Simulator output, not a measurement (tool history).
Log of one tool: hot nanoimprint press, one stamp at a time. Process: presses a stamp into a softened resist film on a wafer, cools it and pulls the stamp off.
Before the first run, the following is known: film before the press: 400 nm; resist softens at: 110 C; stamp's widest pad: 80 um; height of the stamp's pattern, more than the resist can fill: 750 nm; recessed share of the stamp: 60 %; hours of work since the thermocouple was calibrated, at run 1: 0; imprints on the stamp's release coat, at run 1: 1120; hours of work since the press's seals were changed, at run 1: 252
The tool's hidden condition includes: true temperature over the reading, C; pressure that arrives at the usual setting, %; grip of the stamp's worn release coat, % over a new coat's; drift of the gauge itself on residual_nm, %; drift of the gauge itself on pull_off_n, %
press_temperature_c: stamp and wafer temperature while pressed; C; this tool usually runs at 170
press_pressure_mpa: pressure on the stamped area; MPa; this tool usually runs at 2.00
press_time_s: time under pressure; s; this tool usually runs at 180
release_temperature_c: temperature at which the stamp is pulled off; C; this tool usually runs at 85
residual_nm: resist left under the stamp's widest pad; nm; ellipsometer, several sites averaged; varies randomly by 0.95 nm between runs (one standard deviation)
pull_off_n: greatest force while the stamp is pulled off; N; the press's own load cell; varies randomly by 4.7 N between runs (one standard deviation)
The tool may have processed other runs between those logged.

| run | day | press_temperature_c | press_pressure_mpa | press_time_s | release_temperature_c | hours of work since the thermocouple was calibrated | imprints on the stamp's release coat | hours of work since the press's seals were changed | residual_nm | pull_off_n |
|---|---|---|---|---|---|---|---|---|---|---|
| 1 | 0.000 | 170 | 2.00 | 180 | 85 | 0 | 1120 | 252 | 240.8 | 350 |
| 2 | 0.321 | 170 | 2.00 | 180 | 85 | 5 | 1139 | 257 | 239.5 | 352 |
|  | 0.642 | stamp cleaned and given a new release coat |
| 3 | 0.758 | 170 | 2.00 | 180 | 85 | 7 | 6 | 260 | 240.5 | 235 |
| 4 | 1.117 | 170 | 2.00 | 180 | 85 | 13 | 27 | 265 | 241.8 | 229 |
| 5 | 1.396 | 170 | 1.74 | 180 | 85 | 17 | 43 | 269 | 254.1 | 233 |
| 6 | 1.808 | 170 | 2.00 | 180 | 85 | 23 | 67 | 275 | 241.8 | 241 |
| 7 | 2.229 | 170 | 2.00 | 180 | 85 | 29 | 91 | 281 | 240.2 | 237 |
| 8 | 2.642 | 170 | 2.00 | 180 | 85 | 35 | 115 | 287 | 242.7 | 232 |
| 9 | 2.992 | 170 | 2.67 | 180 | 85 | 40 | 135 | 292 | 218.1 | 233 |
| 10 | 3.400 | 170 | 2.00 | 180 | 85 | 46 | 159 | 298 | 244.1 | 238 |
|  | 3.550 | plate thermocouple calibrated |
| 11 | 3.946 | 170 | 2.00 | 180 | 85 | 6 | 183 | 305 | 243.6 | 252 |
| 12 | 4.142 | 170 | 2.00 | 180 | 86 | 9 | 194 | 308 | 243.7 | 245 |
|  | 4.592 | plate thermocouple calibrated, once more |
| 13 | 4.600 | 172 | 2.00 | 180 | 86 | 0 | 213 | 312 | 216.2 | 241 |
| 14 | 4.979 | 170 | 2.00 | 180 | 85 | 6 | 235 | 318 | 238.0 | 254 |
| 15 | 5.246 | 170 | 2.00 | 180 | 85 | 10 | 251 | 322 | 239.4 | 259 |
| 16 | 5.521 | 169 | 1.79 | 264 | 78 | 14 | 266 | 326 | 232.3 | 267 |
| 17 | 5.733 | 169 | 1.79 | 264 | 78 | 17 | 279 | 329 | 232.2 | 263 |
| 18 | 6.129 | 177 | 2.00 | 186 | 91 | 23 | 301 | 335 | 165.6 | 252 |
| 19 | 6.433 | 170 | 1.85 | 180 | 85 | 27 | 319 | 339 | 245.8 | 264 |
| 20 | 6.675 | 164 | 2.00 | 120 | 74 | 31 | 333 | 343 | 329.2 | 283 |
| 21 | 6.854 | 164 | 2.00 | 344 | 74 | 33 | 343 | 346 | 265.0 | 293 |
| 22 | 7.233 | 170 | 1.31 | 180 | 85 | 39 | 365 | 351 | 277.1 | 271 |
| 23 | 7.667 | 174 | 1.68 | 157 | 73 | 45 | 390 | 358 | 222.6 | 293 |
| 24 | 8.038 | 174 | 1.68 | 157 | 73 | 51 | 412 | 363 | 222.9 | 296 |
| 25 | 8.450 | 174 | 2.17 | 157 | 73 | 57 | 435 | 369 | 200.7 | 303 |
| 26 | 8.708 | 170 | 2.00 | 180 | 78 | 61 | 450 | 373 | 239.3 | 293 |
| 27 | 9.108 | 164 | 1.22 | 122 | 78 | 67 | 473 | 379 | 358.5 | 300 |
| 28 | 9.467 | 165 | 1.86 | 122 | 90 | 72 | 494 | 384 | 324.9 | 281 |
| 29 | 9.821 | 177 | 2.00 | 225 | 85 | 77 | 514 | 389 | 155.8 | 288 |

What if the next run were any one of these 5? Each begins from the tool's condition after run 29:
| A | 10.012 | 174 | 2.00 | 180 | 85 | 80 | 525 | 392 | ? | ? |
| B | 10.012 | 159 | 1.64 | 106 | 85 | 80 | 525 | 392 | ? | ? |
| C | 10.012 | 159 | 2.73 | 180 | 74 | 80 | 525 | 392 | ? | ? |
| D | 10.012 | 177 | 2.19 | 225 | 85 | 80 | 525 | 392 | ? | ? |
| E | 10.012 | 170 | 2.00 | 180 | 83 | 80 | 525 | 392 | ? | ? |

| run | residual_nm | pull_off_n |
|---|---|---|
| A | 198.6 | 283 |
| B | 378.0 | 280 |
| C | 340.4 | 301 |
| D | 150.0 | 281 |
| E | 242.6 | 292 |
Take away the tool's hidden state, keep each run's random variation, and the runs would have read:
| run | residual_nm | pull_off_n |
|---|---|---|
| A | 193.3 | 230 |
| B | 376.5 | 227 |
| C | 335.5 | 244 |
| D | 145.3 | 228 |
| E | 236.9 | 237 |
